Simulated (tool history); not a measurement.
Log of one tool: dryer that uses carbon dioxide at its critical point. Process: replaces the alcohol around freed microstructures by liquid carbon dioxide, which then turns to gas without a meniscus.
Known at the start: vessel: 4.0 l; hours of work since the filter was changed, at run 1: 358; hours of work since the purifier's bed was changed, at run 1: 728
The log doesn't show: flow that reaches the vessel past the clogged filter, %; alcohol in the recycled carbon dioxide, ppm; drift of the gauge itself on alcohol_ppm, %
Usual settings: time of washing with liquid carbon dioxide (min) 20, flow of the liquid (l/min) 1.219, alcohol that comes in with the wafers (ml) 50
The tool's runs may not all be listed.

run,hour,time of washing with liquid carbon dioxide (min),flow of the liquid (l/min),alcohol that comes in with the wafers (ml),hours of work since the filter was changed,hours of work since the purifier's bed was changed,alcohol left in the vessel before it's heated (ppm by volume)
1,0,20,1.219,50,358,728,299
# hour 9.8: purifier's bed changed
2,57.2,20,1.219,50,391,29,71
3,107.3,20,1.219,67,421,59,111
4,135.9,20,1.219,50,438,76,97
5,178.2,20,1.219,50,464,102,113
6,235.1,20,1.219,50,498,137,133
7,291.5,31,1.219,50,533,171,66
# hour 296.4: inlet filter changed
8,318.9,20,1.31,50,14,187,85
9,355.7,20,1.31,50,36,209,103
10,384.8,20,1.219,50,54,227,116
11,425.6,14,1.219,50,78,251,303
12,453.7,14,1.219,50,95,268,297
13,511.4,14,1.219,50,130,303,325
14,551.4,14,1.219,50,155,328,362
15,582.6,20,1.219,50,173,347,167
16,610.6,20,1.219,50,190,363,156
17,652.1,20,1.219,50,216,389,173
18,705.6,20,1.219,50,248,421,197
19,747.5,15,1,50,273,446,576
20,780.9,15,0.91,50,294,467,750
21,838,15,0.91,106,328,501,1466
22,868.8,16,1.93,71,347,520,195
23,901.2,16,1.93,71,367,540,207
24,950.4,12,1.59,49,396,569,365
25,1004.2,12,1.59,49,429,602,379
26,1045.3,19,0.78,75,454,627,1036
27,1083,19,1.33,82,477,650,301
28,1136.8,20,1.28,55,509,682,284
29,1171.6,20,1.04,28,530,703,333
# hour 1178.1: inlet filter changed
30,1215,22,1.33,71,22,729,266
# hour 1225: purifier's bed changed
31,1275.6,19,2.05,101,57,31,24
32,1301.9,19,2.05,101,73,47,21
33,1356,20,1.32,24,106,79,47
34,1395.8,16,1.219,114,130,104,326
35,1445.6,22,0.76,50,160,134,333

Forecast each of these 4 alternatives for the next run:
A,1497.8,13,1.219,50,192,165,?
B,1497.8,29,0.96,21,192,165,?
C,1497.8,20,1.32,57,192,165,?
D,1497.8,17,1.78,49,192,165,?

run,alcohol left in the vessel before it's heated (ppm by volume)
A,376
B,74
C,87
D,67
Without the tool's hidden state the same runs would have given:
run,alcohol left in the vessel before it's heated (ppm by volume)
A,270
B,14
C,23
D,6
